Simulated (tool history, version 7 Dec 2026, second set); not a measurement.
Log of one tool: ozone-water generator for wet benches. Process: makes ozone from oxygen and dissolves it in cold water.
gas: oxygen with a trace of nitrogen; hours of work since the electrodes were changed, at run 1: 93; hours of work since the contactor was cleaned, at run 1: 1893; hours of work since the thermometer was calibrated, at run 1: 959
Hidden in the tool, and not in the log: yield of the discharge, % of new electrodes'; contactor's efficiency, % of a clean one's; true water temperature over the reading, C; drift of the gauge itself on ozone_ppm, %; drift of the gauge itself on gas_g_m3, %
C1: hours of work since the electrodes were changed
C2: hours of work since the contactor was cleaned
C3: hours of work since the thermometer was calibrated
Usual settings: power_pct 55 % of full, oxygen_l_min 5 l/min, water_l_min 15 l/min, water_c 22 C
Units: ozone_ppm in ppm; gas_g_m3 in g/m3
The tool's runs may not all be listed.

run 1 hour=0 | power_pct=55 oxygen_l_min=5 water_l_min=15 water_c=22 | C1=93 C2=1893 C3=959 | ozone_ppm=15.3 gas_g_m3=141.4
run 2 hour=44 | power_pct=55 oxygen_l_min=2.81 water_l_min=15 water_c=22 | C1=136 C2=1936 C3=1003 | ozone_ppm=14 gas_g_m3=174.6
run 3 hour=91.4 | power_pct=99 oxygen_l_min=5 water_l_min=15 water_c=22 | C1=183 C2=1983 C3=1050 | ozone_ppm=25 gas_g_m3=233.7
run 4 hour=124.1 | power_pct=55 oxygen_l_min=5 water_l_min=15 water_c=22 | C1=215 C2=2016 C3=1082 | ozone_ppm=15.1 gas_g_m3=141
run 5 hour=171.4 | power_pct=55 oxygen_l_min=5 water_l_min=15 water_c=22 | C1=262 C2=2062 C3=1129 | ozone_ppm=15 gas_g_m3=140
run 6 hour=194.7 | power_pct=55 oxygen_l_min=5 water_l_min=15 water_c=22 | C1=285 C2=2085 C3=1152 | ozone_ppm=15.1 gas_g_m3=142.3
run 7 hour=229.3 | power_pct=55 oxygen_l_min=5 water_l_min=15 water_c=22 | C1=319 C2=2119 C3=1186 | ozone_ppm=15.3 gas_g_m3=142.2
run 8 hour=254.6 | power_pct=55 oxygen_l_min=5 water_l_min=15 water_c=22 | C1=344 C2=2145 C3=1211 | ozone_ppm=15.2 gas_g_m3=140.4
run 9 hour=286.3 | power_pct=55 oxygen_l_min=5 water_l_min=15 water_c=21 | C1=376 C2=2176 C3=1242 | ozone_ppm=15.4 gas_g_m3=140.1
run 10 hour=326.9 | power_pct=55 oxygen_l_min=5 water_l_min=15 water_c=15 | C1=416 C2=2216 C3=1283 | ozone_ppm=17.1 gas_g_m3=140.6
run 11 hour=375.3 | power_pct=55 oxygen_l_min=5 water_l_min=15 water_c=15 | C1=464 C2=2264 C3=1330 | ozone_ppm=16.9 gas_g_m3=140
run 12 hour=398.7 | power_pct=55 oxygen_l_min=5 water_l_min=15 water_c=15 | C1=487 C2=2287 C3=1354 | ozone_ppm=16.9 gas_g_m3=141.9
run 13 hour=425.8 | power_pct=55 oxygen_l_min=5 water_l_min=15 water_c=15 | C1=513 C2=2314 C3=1380 | ozone_ppm=16.9 gas_g_m3=141.1
run 14 hour=458 | power_pct=55 oxygen_l_min=5 water_l_min=15 water_c=22 | C1=545 C2=2346 C3=1412 | ozone_ppm=15 gas_g_m3=142.4
run 15 hour=487.6 | power_pct=55 oxygen_l_min=5 water_l_min=15 water_c=22 | C1=575 C2=2375 C3=1441 | ozone_ppm=14.9 gas_g_m3=139.5
run 16 hour=535.2 | power_pct=55 oxygen_l_min=5 water_l_min=15 water_c=22 | C1=622 C2=2422 C3=1488 | ozone_ppm=15 gas_g_m3=141.6
run 17 hour=570.5 | power_pct=55 oxygen_l_min=5.6 water_l_min=15 water_c=27 | C1=657 C2=2457 C3=1523 | ozone_ppm=13.8 gas_g_m3=133.8
run 18 hour=591.9 | power_pct=55 oxygen_l_min=2.72 water_l_min=15 water_c=22 | C1=678 C2=2478 C3=1544 | ozone_ppm=13.6 gas_g_m3=175.3
run 19 hour=623.1 | power_pct=55 oxygen_l_min=4.85 water_l_min=9 water_c=15 | C1=709 C2=2509 C3=1575 | ozone_ppm=24.7 gas_g_m3=141.6
run 20 hour=662.2 | power_pct=55 oxygen_l_min=5.54 water_l_min=9 water_c=22 | C1=747 C2=2547 C3=1614 | ozone_ppm=21.4 gas_g_m3=135.6
run 21 hour=710.5 | power_pct=55 oxygen_l_min=5.54 water_l_min=9 water_c=22 | C1=795 C2=2595 C3=1662 | ozone_ppm=20.9 gas_g_m3=134.1
run 22 hour=745.7 | power_pct=55 oxygen_l_min=4.91 water_l_min=13 water_c=22 | C1=830 C2=2630 C3=1696 | ozone_ppm=16.3 gas_g_m3=141
run 23 hour=774.8 | power_pct=93 oxygen_l_min=2.58 water_l_min=14 water_c=14 | C1=858 C2=2659 C3=1725 | ozone_ppm=24.1 gas_g_m3=278.4
run 24 hour=808.3 | power_pct=93 oxygen_l_min=2.58 water_l_min=14 water_c=14 | C1=892 C2=2692 C3=1758 | ozone_ppm=24.3 gas_g_m3=274
run 25 hour=852.7 | power_pct=74 oxygen_l_min=2.58 water_l_min=10 water_c=14 | C1=935 C2=2736 C3=1802 | ozone_ppm=27.4 gas_g_m3=227
run 26 hour=903 | power_pct=100 oxygen_l_min=3.05 water_l_min=9 water_c=21 | C1=985 C2=2785 C3=1852 | ozone_ppm=35.4 gas_g_m3=277
run 27 hour=940.1 | power_pct=100 oxygen_l_min=3.05 water_l_min=9 water_c=21 | C1=1022 C2=2822 C3=1889 | ozone_ppm=34.6 gas_g_m3=278.2
run 28 hour=969.8 | power_pct=95 oxygen_l_min=2.8 water_l_min=15 water_c=22 | C1=1051 C2=2851 C3=1918 | ozone_ppm=21.2 gas_g_m3=272.9
run 29 hour=999.5 | power_pct=95 oxygen_l_min=2.8 water_l_min=15 water_c=22 | C1=1081 C2=2881 C3=1947 | ozone_ppm=21.2 gas_g_m3=271.6
run 30 hour=1044.7 | power_pct=95 oxygen_l_min=2.8 water_l_min=15 water_c=22 | C1=1125 C2=2925 C3=1992 | ozone_ppm=21 gas_g_m3=268.9
run 31 hour=1078.7 | power_pct=55 oxygen_l_min=5 water_l_min=24 water_c=25 | C1=1159 C2=2959 C3=2026 | ozone_ppm=9.3 gas_g_m3=138.5
run 32 hour=1112.9 | power_pct=86 oxygen_l_min=5 water_l_min=11 water_c=22 | C1=1193 C2=2993 C3=2059 | ozone_ppm=26.7 gas_g_m3=201.7

4 ways to go on from here, each from the tool as it stands after run 32. What would each give?
run A hour=1150.5 | power_pct=43 oxygen_l_min=4.48 water_l_min=11 water_c=14 | C1=1230 C2=3030 C3=2097 | ozone_ppm=? gas_g_m3=?
run B hour=1150.5 | power_pct=46 oxygen_l_min=2.53 water_l_min=11 water_c=26 | C1=1230 C2=3030 C3=2097 | ozone_ppm=? gas_g_m3=?
run C hour=1150.5 | power_pct=58 oxygen_l_min=4.27 water_l_min=15 water_c=22 | C1=1230 C2=3030 C3=2097 | ozone_ppm=? gas_g_m3=?
run D hour=1150.5 | power_pct=55 oxygen_l_min=5 water_l_min=10 water_c=16 | C1=1230 C2=3030 C3=2097 | ozone_ppm=? gas_g_m3=?

run=A ozone_ppm=17.4 gas_g_m3=117.7
run=B ozone_ppm=14 gas_g_m3=153
run=C ozone_ppm=15.2 gas_g_m3=154
run=D ozone_ppm=22 gas_g_m3=137.2
Without the tool's hidden state the same runs would have given:
run=A ozone_ppm=18.1 gas_g_m3=119.8
run=B ozone_ppm=14.7 gas_g_m3=156.1
run=C ozone_ppm=16.1 gas_g_m3=158
run=D ozone_ppm=23.1 gas_g_m3=140.7
